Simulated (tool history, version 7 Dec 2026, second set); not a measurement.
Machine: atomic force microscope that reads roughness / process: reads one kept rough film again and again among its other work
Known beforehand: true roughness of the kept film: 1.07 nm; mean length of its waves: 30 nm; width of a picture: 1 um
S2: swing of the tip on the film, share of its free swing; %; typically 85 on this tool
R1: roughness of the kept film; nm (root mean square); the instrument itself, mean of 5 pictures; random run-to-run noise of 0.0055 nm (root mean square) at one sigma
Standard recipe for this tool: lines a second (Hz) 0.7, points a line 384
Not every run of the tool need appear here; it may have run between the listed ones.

Run 1, hour 0: usual settings. Result: R1 0.816 nm (root mean square).
At hour 4.4: new tip fitted.
Run 2, hour 12.7: usual settings but S2 74 %. Result: R1 0.944 nm (root mean square).
Run 3, hour 22.1: usual settings but S2 74 %, points a line 962. Result: R1 0.937 nm (root mean square).
Run 4, hour 31.7: usual settings but lines a second (Hz) 3.28. Result: R1 0.695 nm (root mean square).
Run 5, hour 38.1: usual settings but lines a second (Hz) 3.28. Result: R1 0.691 nm (root mean square).
Run 6, hour 45.8: usual settings but lines a second (Hz) 3.28. Result: R1 0.685 nm (root mean square).
Run 7, hour 56: usual settings but lines a second (Hz) 3.28. Result: R1 0.671 nm (root mean square).
Run 8, hour 62.6: usual settings. Result: R1 0.848 nm (root mean square).
Run 9, hour 71.7: usual settings. Result: R1 0.837 nm (root mean square).
Run 10, hour 86.9: usual settings. Result: R1 0.829 nm (root mean square).
Run 11, hour 98.1: usual settings. Result: R1 0.802 nm (root mean square).
At hour 104.5: new tip fitted.
Run 12, hour 112: usual settings. Result: R1 0.916 nm (root mean square).
Run 13, hour 127.2: usual settings. Result: R1 0.899 nm (root mean square).
Run 14, hour 140.2: usual settings. Result: R1 0.877 nm (root mean square).
Run 15, hour 149.8: usual settings. Result: R1 0.855 nm (root mean square).
Run 16, hour 160: usual settings. Result: R1 0.865 nm (root mean square).
Run 17, hour 168.8: usual settings but lines a second (Hz) 3.141. Result: R1 0.679 nm (root mean square).
Run 18, hour 175.8: usual settings but lines a second (Hz) 3.141. Result: R1 0.664 nm (root mean square).
Run 19, hour 189: usual settings but lines a second (Hz) 3.141. Result: R1 0.648 nm (root mean square).
At hour 203.9: new tip fitted.
Run 20, hour 203.9: usual settings but S2 60 %. Result: R1 0.983 nm (root mean square).
Run 21, hour 215.6: usual settings but lines a second (Hz) 0.577, S2 60 %. Result: R1 0.976 nm (root mean square).
Run 22, hour 229: usual settings. Result: R1 0.896 nm (root mean square).
Run 23, hour 238.6: usual settings but S2 81 %. Result: R1 0.897 nm (root mean square).
Run 24, hour 254: usual settings but S2 81 %. Result: R1 0.871 nm (root mean square).
Run 25, hour 264.9: usual settings but points a line 471. Result: R1 0.852 nm (root mean square).
Run 26, hour 279: usual settings. Result: R1 0.833 nm (root mean square).
Run 27, hour 287.2: usual settings but lines a second (Hz) 2.159, S2 65 %, points a line 492. Result: R1 0.824 nm (root mean square).
Run 28, hour 294.5: usual settings but lines a second (Hz) 2.159, S2 65 %, points a line 492. Result: R1 0.811 nm (root mean square).
At hour 304.4: new tip fitted.
Run 29, hour 306.7: usual settings but lines a second (Hz) 2.781, S2 65 %, points a line 499. Result: R1 0.901 nm (root mean square).
Run 30, hour 322.3: usual settings but lines a second (Hz) 2.781, S2 65 %, points a line 499. Result: R1 0.888 nm (root mean square).
Run 31, hour 332.4: usual settings but lines a second (Hz) 2.781, S2 65 %, points a line 499. Result: R1 0.87 nm (root mean square).
Run 32, hour 346.9: usual settings but lines a second (Hz) 2.781, S2 65 %, points a line 499. Result: R1 0.849 nm (root mean square).
Run 33, hour 355.2: usual settings but lines a second (Hz) 2.781, S2 65 %, points a line 499. Result: R1 0.834 nm (root mean square).
Run 34, hour 362.8: usual settings but S2 89 %, points a line 895. Result: R1 0.849 nm (root mean square).

Run 35 comes next. What will it give?
Run 35, hour 370: usual settings but lines a second (Hz) 2.318, S2 62 %, points a line 696. Result: R1 ?.

Logged for run 35: R1 0.844 nm (root mean square).
Without the tool's hidden state the same run would have given R1 0.944 nm (root mean square).

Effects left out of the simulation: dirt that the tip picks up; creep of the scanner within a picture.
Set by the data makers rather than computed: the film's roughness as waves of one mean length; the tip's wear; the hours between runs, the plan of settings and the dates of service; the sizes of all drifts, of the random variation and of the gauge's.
